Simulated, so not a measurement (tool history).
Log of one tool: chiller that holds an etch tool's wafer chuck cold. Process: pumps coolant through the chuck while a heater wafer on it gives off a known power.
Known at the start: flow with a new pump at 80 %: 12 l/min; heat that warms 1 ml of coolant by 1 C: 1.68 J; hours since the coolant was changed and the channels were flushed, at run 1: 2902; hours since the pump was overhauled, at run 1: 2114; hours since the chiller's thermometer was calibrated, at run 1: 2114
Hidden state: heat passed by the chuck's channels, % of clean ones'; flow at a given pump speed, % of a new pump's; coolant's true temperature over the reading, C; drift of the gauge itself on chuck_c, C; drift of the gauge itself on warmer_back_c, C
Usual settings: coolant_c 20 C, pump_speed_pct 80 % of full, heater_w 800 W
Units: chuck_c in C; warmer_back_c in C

run     day  coolant_c  pump_speed_pct  heater_w  hours since the coolant was changed and the channels were flushed  hours since the pump was overhauled  hours since the chiller's thermometer was calibrated  chuck_c  warmer_back_c
  1       0         20              80       800                                                               2902                                 2114                                                  2114     27.3           2.59
  2   1.688         20              75       800                                                               2943                                 2155                                                  2155     27.6           2.78
  3   3.571         18              80       800                                                               2988                                 2200                                                  2200     25.4           2.57
  4   5.375         20              80       800                                                               3031                                 2243                                                  2243     27.6           2.57
  5   7.729         20              74       800                                                               3088                                 2300                                                  2300     27.8           2.84
  6   9.033         20              74       800                                                               3119                                 2331                                                  2331     27.9           2.85
  7  11.783         20              74       800                                                               3185                                 2397                                                  2397     27.7           2.87
  8  13.288         20              77       800                                                               3221                                 2433                                                  2433     27.7           2.73
  9  16.212         20              77       800                                                               3291                                 2503                                                  2503     27.6           2.74
 10  18.854         20              80       800                                                               3355                                 2567                                                  2567     27.7           2.63
 11  21.712         20              80       800                                                               3423                                 2635                                                  2635     27.4           2.65
 12    24.5         20              80       800                                                               3490                                 2702                                                  2702     27.4           2.69
 13  26.683         20              80       800                                                               3543                                 2754                                                  2754     27.7           2.65
 14  28.046         20              80       800                                                               3575                                 2787                                                  2787     27.5           2.69
 15  30.975         20              80       800                                                               3646                                 2857                                                  2857     27.5           2.65
     33.475  -- chiller's thermometer calibrated
 16    33.5         20              80       800                                                               3705                                 2917                                                     1     26.8           2.67
 17  34.817         16              79       669                                                               3737                                 2949                                                    32       22           2.26
 18  37.242         16              79       669                                                               3795                                 3007                                                    90     21.8           2.29
 19  38.579         16              79       669                                                               3827                                 3039                                                   122       22           2.28
 20  41.425         16              79       669                                                               3895                                 3107                                                   191     21.9           2.24
 21  44.146         20              99       458                                                               3961                                 3173                                                   256       23           1.21
 22  46.612         25              80       442                                                               4020                                 3232                                                   315     28.3           1.48
 23  49.154         29              99       910                                                               4081                                 3293                                                   376     36.4           2.49
     50.629  -- chiller's thermometer calibrated, once more
 24  51.758         10              66       470                                                               4142                                 3354                                                    27     15.5           1.94
 25  53.771         13              90      1167                                                               4191                                 3403                                                    75     24.8            3.5
 26    56.7         13              90      1167                                                               4261                                 3473                                                   146     24.7           3.49
 27  59.521         13              90      1167                                                               4329                                 3541                                                   213       25           3.49
 28  61.879         13              90      1167                                                               4385                                 3597                                                   270     24.9           3.57
 29  64.321         18              66       837                                                               4444                                 3656                                                   329     28.2           3.51
 30  66.925         18              66       808                                                               4506                                 3718                                                   391       28           3.44
 31  69.362         19              66       730                                                               4565                                 3777                                                   450     27.8           3.13

3 ways to go on from here, each from the tool as it stands after run 31. What would each give?
  A  71.917         20              66       730                                                               4626                                 3838                                                   511        ?              ?
  B  71.917         20              77       642                                                               4626                                 3838                                                   511        ?              ?
  C  71.917         19              69       730                                                               4626                                 3838                                                   511        ?              ?

run  chuck_c  warmer_back_c
  A       29           3.12
  B     27.1           2.29
  C     27.6           3.01
Without the tool's hidden state the same runs would have given:
run  chuck_c  warmer_back_c
  A     27.1           2.67
  B     25.6           1.96
  C     25.8           2.59

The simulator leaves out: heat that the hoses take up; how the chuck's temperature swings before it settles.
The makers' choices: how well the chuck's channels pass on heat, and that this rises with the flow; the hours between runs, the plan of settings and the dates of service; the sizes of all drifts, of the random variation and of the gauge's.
